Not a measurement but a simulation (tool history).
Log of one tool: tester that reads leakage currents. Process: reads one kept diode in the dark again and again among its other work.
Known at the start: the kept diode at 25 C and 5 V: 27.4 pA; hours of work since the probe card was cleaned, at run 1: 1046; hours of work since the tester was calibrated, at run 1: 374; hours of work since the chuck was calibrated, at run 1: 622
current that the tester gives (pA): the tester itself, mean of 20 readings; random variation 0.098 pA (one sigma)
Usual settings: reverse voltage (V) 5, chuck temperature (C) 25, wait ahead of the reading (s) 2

| run | hour | reverse voltage (V) | chuck temperature (C) | wait ahead of the reading (s) | hours of work since the probe card was cleaned | hours of work since the tester was calibrated | hours of work since the chuck was calibrated | current that the tester gives (pA) |
|---|---|---|---|---|---|---|---|---|
| 1 | 0 | 5 | 25 | 2 | 1046 | 374 | 622 | 31.7 |
| 2 | 24.4 | 5 | 25 | 2 | 1063 | 390 | 638 | 31.82 |
| 3 | 42.6 | 5 | 47 | 2 | 1076 | 403 | 651 | 191.82 |
| 4 | 74.5 | 5 | 47 | 2 | 1098 | 425 | 673 | 190.96 |
| 5 | 95.6 | 5 | 25 | 2 | 1112 | 440 | 687 | 32.2 |
| 6 | 133.7 | 5 | 25 | 2 | 1138 | 466 | 714 | 32.04 |
| 7 | 161.5 | 5 | 25 | 2 | 1158 | 485 | 733 | 32.16 |
| 8 | 193.9 | 5 | 48 | 2 | 1180 | 507 | 755 | 206.46 |
| 9 | 210.1 | 5 | 25 | 2 | 1191 | 518 | 766 | 32.25 |
| 10 | 243.9 | 5 | 25 | 2 | 1214 | 542 | 789 | 32.4 |
| 11 | 266.1 | 5 | 25 | 2 | 1230 | 557 | 805 | 32.42 |
| 12 | 298.6 | 5 | 25 | 2 | 1252 | 579 | 827 | 32.4 |
| 13 | 332.8 | 11.84 | 25 | 2 | 1276 | 603 | 851 | 52.65 |
| 14 | 367.2 | 3.18 | 25 | 2 | 1299 | 627 | 874 | 25.61 |
| 15 | 397.3 | 3.18 | 25 | 0.5 | 1320 | 647 | 895 | 26.51 |
| 16 | 424 | 3.18 | 25 | 0.5 | 1338 | 666 | 914 | 26.68 |
| 17 | 455.9 | 3.18 | 25 | 0.5 | 1360 | 688 | 935 | 26.63 |
| 18 | 478.1 | 5 | 25 | 2 | 1376 | 703 | 951 | 32.93 |
| 19 | 516 | 5 | 25 | 2 | 1402 | 729 | 977 | 32.91 |
| 20 | 547.5 | 5 | 25 | 2 | 1423 | 751 | 999 | 32.96 |
| 21 | 577.9 | 5 | 25 | 2 | 1444 | 772 | 1019 | 33.01 |
| 22 | 615.6 | 5 | 25 | 2 | 1470 | 798 | 1045 | 32.96 |
| 23 | 640.3 | 5 | 25 | 2 | 1487 | 815 | 1062 | 33.19 |
| 24 | 671.3 | 5 | 22 | 9.1 | 1509 | 836 | 1084 | 26.72 |
| 25 | 693.7 | 5 | 22 | 9.1 | 1524 | 851 | 1099 | 26.75 |
| 26 | 725.5 | 2.38 | 25 | 2 | 1546 | 873 | 1121 | 22.39 |
| 27 | 761.6 | 2.38 | 25 | 2 | 1571 | 898 | 1146 | 22.35 |
| 28 | 778 | 2.38 | 25 | 2 | 1582 | 909 | 1157 | 22.5 |
| 29 | 800.9 | 2.38 | 25 | 2 | 1598 | 925 | 1173 | 22.54 |
| 30 | 834 | 2.38 | 25 | 2 | 1621 | 948 | 1196 | 22.45 |
| 31 | 857.3 | 2.38 | 25 | 2 | 1637 | 964 | 1212 | 22.63 |
| 32 | 883.2 | 1.12 | 51 | 3.4 | 1655 | 982 | 1230 | 137.85 |
| 33 | 900.3 | 17.56 | 50 | 0.86 | 1666 | 994 | 1242 | 408.39 |
| 34 | 916.8 | 5 | 26 | 2 | 1678 | 1005 | 1253 | 36.23 |
| 35 | 953.5 | 5 | 34 | 0.49 | 1703 | 1030 | 1278 | 67.72 |
| 36 | 974.1 | 5 | 29 | 3.41 | 1717 | 1045 | 1292 | 44.83 |
| 37 | 1003.2 | 5 | 29 | 3.41 | 1737 | 1065 | 1312 | 44.76 |
| 38 | 1035.1 | 5 | 29 | 0.4 | 1759 | 1087 | 1334 | 47.27 |
| 39 | 1060.1 | 1.88 | 21 | 2 | 1776 | 1104 | 1352 | 14.81 |
| 40 | 1091.2 | 1.88 | 21 | 2 | 1798 | 1125 | 1373 | 14.85 |
| 41 | 1125.5 | 1.88 | 21 | 2 | 1821 | 1149 | 1397 | 14.79 |

Some steps in current that the tester gives (pA) between neighbouring runs. How much of each would the tool show without its hidden state too (settings, what came in, random variation), and how much is left for the hidden state, with any gauge scatter that isn't in both results?
The hidden state here: stray current of the dirty probe card, pA a volt; current scale over the true one, %; true chuck temperature over the reading, C; drift of the gauge itself on leakage_pa, %.
Run 7 -> 8: chuck temperature (C) 25 -> 48. current that the tester gives (pA) +174.3: hidden state -11.93, all else +186.23.
Run 8 -> 9: chuck temperature (C) 48 -> 25. current that the tester gives (pA) -174.21: hidden state +12.03, all else -186.24.
Run 31 -> 32: reverse voltage (V) 2.38 -> 1.12, chuck temperature (C) 25 -> 51, wait ahead of the reading (s) 2 -> 3.4. current that the tester gives (pA) +115.22: hidden state -14.62, all else +129.84.
Run 32 -> 33: reverse voltage (V) 1.12 -> 17.56, chuck temperature (C) 51 -> 50, wait ahead of the reading (s) 3.4 -> 0.86. current that the tester gives (pA) +270.54: hidden state +2.75, all else +267.79.
Run 33 -> 34: reverse voltage (V) 17.56 -> 5, chuck temperature (C) 50 -> 26, wait ahead of the reading (s) 0.86 -> 2. current that the tester gives (pA) -372.16: hidden state +15.48, all else -387.64.

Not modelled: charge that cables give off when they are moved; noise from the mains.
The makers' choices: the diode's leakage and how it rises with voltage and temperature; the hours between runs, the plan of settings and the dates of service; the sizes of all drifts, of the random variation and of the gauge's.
